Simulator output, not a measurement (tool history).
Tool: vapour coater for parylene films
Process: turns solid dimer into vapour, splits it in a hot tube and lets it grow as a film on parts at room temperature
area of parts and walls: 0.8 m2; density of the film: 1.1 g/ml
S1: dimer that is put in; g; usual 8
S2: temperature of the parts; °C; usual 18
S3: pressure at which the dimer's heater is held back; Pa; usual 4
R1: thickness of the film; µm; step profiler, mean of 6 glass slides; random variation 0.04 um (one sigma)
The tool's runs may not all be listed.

run	hour	S1	S2	S3	R1
1	0	8	18	4	4.14
2	47.8	8	18	4	4
3	85.2	8	18	4	4.05
# hour 110.7: trap's valve overhauled
4	115.6	8	18	4	4.36
5	145.7	8	18	4	4.31
6	192.6	8	18	4	4.35
7	238.3	8	18	4	4.29
8	281.6	10	18	6.59	5.23
9	322.3	10	18	6.59	5.05
10	348.3	10	18	6.59	5.16

Forecast run 11:
11	380.6	4	12	3.18	?

Run 11 gave R1 2.48 µm.
Without the tool's hidden state the same run would have given R1 2.55 µm.
